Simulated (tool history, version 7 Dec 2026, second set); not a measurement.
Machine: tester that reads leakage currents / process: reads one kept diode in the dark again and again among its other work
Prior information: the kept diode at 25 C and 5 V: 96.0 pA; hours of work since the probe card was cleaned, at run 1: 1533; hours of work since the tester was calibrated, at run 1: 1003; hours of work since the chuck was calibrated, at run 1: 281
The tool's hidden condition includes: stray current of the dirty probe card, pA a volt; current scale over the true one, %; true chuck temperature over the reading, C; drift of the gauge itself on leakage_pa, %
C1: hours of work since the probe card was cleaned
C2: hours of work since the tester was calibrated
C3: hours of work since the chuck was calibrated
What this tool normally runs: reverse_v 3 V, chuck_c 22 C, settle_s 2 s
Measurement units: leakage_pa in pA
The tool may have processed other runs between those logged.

run 1 hour=0 | reverse_v=3 chuck_c=22 settle_s=2 | C1=1533 C2=1003 C3=281 | leakage_pa=55.34
run 2 hour=116.1 | reverse_v=3 chuck_c=22 settle_s=2 | C1=1594 C2=1064 C3=342 | leakage_pa=55.46
run 3 hour=210.6 | reverse_v=3 chuck_c=22 settle_s=2 | C1=1644 C2=1113 C3=392 | leakage_pa=55.37
run 4 hour=312.9 | reverse_v=3 chuck_c=22 settle_s=2 | C1=1698 C2=1167 C3=445 | leakage_pa=55.67
run 5 hour=420.3 | reverse_v=3 chuck_c=22 settle_s=2 | C1=1754 C2=1224 C3=502 | leakage_pa=55.29
run 6 hour=497.8 | reverse_v=3 chuck_c=22 settle_s=0.73 | C1=1795 C2=1265 C3=543 | leakage_pa=56.24
run 7 hour=580.6 | reverse_v=3 chuck_c=22 settle_s=0.73 | C1=1839 C2=1308 C3=586 | leakage_pa=56
run 8 hour=693.6 | reverse_v=3 chuck_c=22 settle_s=0.73 | C1=1898 C2=1368 C3=646 | leakage_pa=55.79
run 9 hour=797.3 | reverse_v=3 chuck_c=22 settle_s=0.73 | C1=1953 C2=1422 C3=700 | leakage_pa=55.69
run 10 hour=901.3 | reverse_v=3 chuck_c=54 settle_s=2 | C1=2007 C2=1477 C3=755 | leakage_pa=857.39
run 11 hour=988.4 | reverse_v=3 chuck_c=54 settle_s=0.35 | C1=2053 C2=1523 C3=801 | leakage_pa=860.05
run 12 hour=1113.8 | reverse_v=3 chuck_c=54 settle_s=0.35 | C1=2119 C2=1589 C3=867 | leakage_pa=860.41
run 13 hour=1241 | reverse_v=3 chuck_c=54 settle_s=0.35 | C1=2186 C2=1655 C3=934 | leakage_pa=862.95
run 14 hour=1351 | reverse_v=3 chuck_c=54 settle_s=0.35 | C1=2244 C2=1713 C3=992 | leakage_pa=856.49
run 15 hour=1461 | reverse_v=3 chuck_c=54 settle_s=0.35 | C1=2302 C2=1771 C3=1049 | leakage_pa=860.05
run 16 hour=1570.8 | reverse_v=3 chuck_c=54 settle_s=0.35 | C1=2359 C2=1829 C3=1107 | leakage_pa=862.64
run 17 hour=1686.8 | reverse_v=3 chuck_c=21 settle_s=2 | C1=2420 C2=1890 C3=1168 | leakage_pa=50.37
-- hour=1799.1 probe card cleaned and baked
run 18 hour=1808.1 | reverse_v=3 chuck_c=22 settle_s=2 | C1=5 C2=1952 C3=1230 | leakage_pa=55.42
-- hour=1845.6 chuck's temperature calibrated
run 19 hour=1890.2 | reverse_v=1.24 chuck_c=22 settle_s=2 | C1=47 C2=1994 C3=23 | leakage_pa=34.66
run 20 hour=2007.1 | reverse_v=1.1 chuck_c=22 settle_s=2 | C1=108 C2=2056 C3=85 | leakage_pa=32.4
run 21 hour=2109.8 | reverse_v=4 chuck_c=22 settle_s=3.97 | C1=162 C2=2110 C3=139 | leakage_pa=64.4
run 22 hour=2227.6 | reverse_v=4 chuck_c=22 settle_s=3.97 | C1=224 C2=2172 C3=201 | leakage_pa=64.35
run 23 hour=2329.3 | reverse_v=1.06 chuck_c=24 settle_s=2.31 | C1=278 C2=2225 C3=254 | leakage_pa=38.32
run 24 hour=2410.9 | reverse_v=9.62 chuck_c=28 settle_s=1.21 | C1=321 C2=2268 C3=297 | leakage_pa=180.62
run 25 hour=2514.1 | reverse_v=9.62 chuck_c=28 settle_s=1.21 | C1=375 C2=2323 C3=352 | leakage_pa=181.28
run 26 hour=2598.5 | reverse_v=3 chuck_c=22 settle_s=3.34 | C1=419 C2=2367 C3=396 | leakage_pa=55.18
run 27 hour=2712.1 | reverse_v=3 chuck_c=22 settle_s=3.34 | C1=479 C2=2427 C3=456 | leakage_pa=55.38
run 28 hour=2767.9 | reverse_v=2.3 chuck_c=27 settle_s=2 | C1=509 C2=2456 C3=485 | leakage_pa=76.52
run 29 hour=2872.9 | reverse_v=5.2 chuck_c=25 settle_s=7.07 | C1=564 C2=2511 C3=540 | leakage_pa=98.59
run 30 hour=2941.2 | reverse_v=3 chuck_c=44 settle_s=2 | C1=600 C2=2547 C3=576 | leakage_pa=385.52
run 31 hour=3001.9 | reverse_v=17.26 chuck_c=44 settle_s=6.69 | C1=632 C2=2579 C3=608 | leakage_pa=982.49
run 32 hour=3097.9 | reverse_v=17.76 chuck_c=55 settle_s=6.48 | C1=682 C2=2630 C3=659 | leakage_pa=2403.23
run 33 hour=3176.9 | reverse_v=2.92 chuck_c=27 settle_s=3.16 | C1=724 C2=2671 C3=700 | leakage_pa=87.17
run 34 hour=3256.8 | reverse_v=2.92 chuck_c=27 settle_s=3.16 | C1=766 C2=2713 C3=742 | leakage_pa=86.72
run 35 hour=3310.9 | reverse_v=2.92 chuck_c=27 settle_s=3.16 | C1=794 C2=2742 C3=771 | leakage_pa=86.81
run 36 hour=3413.8 | reverse_v=10.95 chuck_c=49 settle_s=5.11 | C1=848 C2=2796 C3=825 | leakage_pa=1155.51
run 37 hour=3486.5 | reverse_v=10.95 chuck_c=35 settle_s=5.11 | C1=887 C2=2834 C3=863 | leakage_pa=360.42
run 38 hour=3599.8 | reverse_v=10.95 chuck_c=35 settle_s=5.11 | C1=946 C2=2894 C3=923 | leakage_pa=360.72
run 39 hour=3720.5 | reverse_v=14.81 chuck_c=43 settle_s=2 | C1=1010 C2=2957 C3=986 | leakage_pa=833.52

3 options for the next run, each taken on its own from the tool as it stands now. Forecast them:
-- hour=3761.3 tester calibrated
run A hour=3798 | reverse_v=3 chuck_c=22 settle_s=0.42 | C1=1049 C2=19 C3=1026 | leakage_pa=?
-- hour=3761.3 tester calibrated
run B hour=3798 | reverse_v=3.21 chuck_c=22 settle_s=0.44 | C1=1049 C2=19 C3=1026 | leakage_pa=?
-- hour=3761.3 tester calibrated
run C hour=3798 | reverse_v=3 chuck_c=56 settle_s=1.64 | C1=1049 C2=19 C3=1026 | leakage_pa=?

run=A leakage_pa=56.42
run=B leakage_pa=58.48
run=C leakage_pa=1002.75
Take away the tool's hidden state, keep each run's random variation, and the runs would have read:
run=A leakage_pa=56.38
run=B leakage_pa=58.44
run=C leakage_pa=1002.27
